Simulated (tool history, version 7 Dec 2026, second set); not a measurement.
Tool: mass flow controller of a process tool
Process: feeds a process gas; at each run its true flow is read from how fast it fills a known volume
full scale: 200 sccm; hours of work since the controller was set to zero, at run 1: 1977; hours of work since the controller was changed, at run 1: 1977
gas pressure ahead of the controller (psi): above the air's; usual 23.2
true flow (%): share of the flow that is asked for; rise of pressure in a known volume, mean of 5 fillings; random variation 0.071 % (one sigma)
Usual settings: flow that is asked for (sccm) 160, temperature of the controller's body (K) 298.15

run	hour	flow that is asked for (sccm)	gas pressure ahead of the controller (psi)	temperature of the controller's body (K)	hours of work since the controller was set to zero	hours of work since the controller was changed	true flow (%)
1	0	160	23.2	298.15	1977	1977	100.65
2	237	160	23.2	298.15	2072	2072	100.7
3	465	160	23.2	298.15	2163	2163	100.67
4	910.3	160	25.5	298.15	2341	2341	100.72
5	1375.6	160	25.5	298.15	2527	2527	100.73
6	1766.7	160	23.8	298.15	2683	2683	100.95
7	2185.7	160	35.5	298.15	2851	2851	100.38
8	2417.8	160	35.5	298.15	2944	2944	100.43
9	2637.5	160	35.5	298.15	3031	3031	100.57
10	3074.6	160	23.2	298.15	3206	3206	100.98
11	3368.1	160	23.2	293.15	3323	3323	100.87
12	3697.4	160	20.7	298.15	3455	3455	101.2
13	4086.1	160	23.2	294.15	3610	3610	100.89
14	4458.2	160	23.2	294.15	3759	3759	100.95
15	4797.5	160	23.2	294.15	3895	3895	101.09
16	5078.4	160	23.2	298.15	4007	4007	101.2
17	5383.7	160	23.2	298.15	4129	4129	101.31
# hour 5577.4: controller's zero set anew
18	5857.3	160	23.2	298.15	112	4318	100.9
19	6350.5	160	23.2	298.15	309	4515	100.98
# hour 6386.4: controller's zero set anew, once more
20	6601.3	194	23.2	298.15	86	4615	102.2
21	6916.6	194	23.2	298.15	212	4741	102.23
22	7358.3	194	23.2	298.15	388	4917	102.22
23	7755.8	194	23.2	298.15	547	5076	102.33
24	8114.2	53	30	298.15	690	5219	101.46
25	8376.9	34	21.8	304.15	795	5324	101.81
26	8748	34	21.8	304.15	944	5473	101.77
27	9095.6	63	34.5	301.15	1083	5612	101.52
28	9322.3	48	34.5	303.15	1173	5702	101.34
29	9725.5	48	34.5	303.15	1334	5863	101.2
30	9997.2	160	35.4	297.15	1443	5972	101.92
31	10285.8	102	24.8	313.15	1558	6087	102.94
32	10647.5	160	29.9	297.15	1703	6232	102.29
33	10955.9	160	24.4	299.15	1826	6355	102.5
34	11196.4	125	31.3	311.15	1922	6451	102.78
35	11577.2	173	21.5	309.15	2074	6603	103.44
36	12038.8	160	30.3	303.15	2259	6788	102.57
37	12317.8	193	23.6	298.15	2370	6899	102.81
38	12731.4	193	23.6	298.15	2535	7065	102.9
# hour 13011.6: controller exchanged for a calibrated one
39	13139.5	25	25.8	303.15	51	51	99.64
40	13489.8	46	25.2	298.15	191	191	99.68
41	13737.6	46	23.6	299.15	290	290	99.8
42	14181.7	27	23.2	293.15	468	468	99.15

Forecast each of these 4 alternatives for the next run:
A	14598.8	27	27	297.15	634	634	?
B	14598.8	38	23.2	313.15	634	634	?
C	14598.8	160	23.2	308.15	634	634	?
D	14598.8	84	23.5	296.15	634	634	?

run	true flow (%)
A	99.01
B	100.36
C	100.69
D	99.86
Without the tool's hidden state the same runs would have given:
run	true flow (%)
A	99.43
B	100.57
C	100.52
D	99.8

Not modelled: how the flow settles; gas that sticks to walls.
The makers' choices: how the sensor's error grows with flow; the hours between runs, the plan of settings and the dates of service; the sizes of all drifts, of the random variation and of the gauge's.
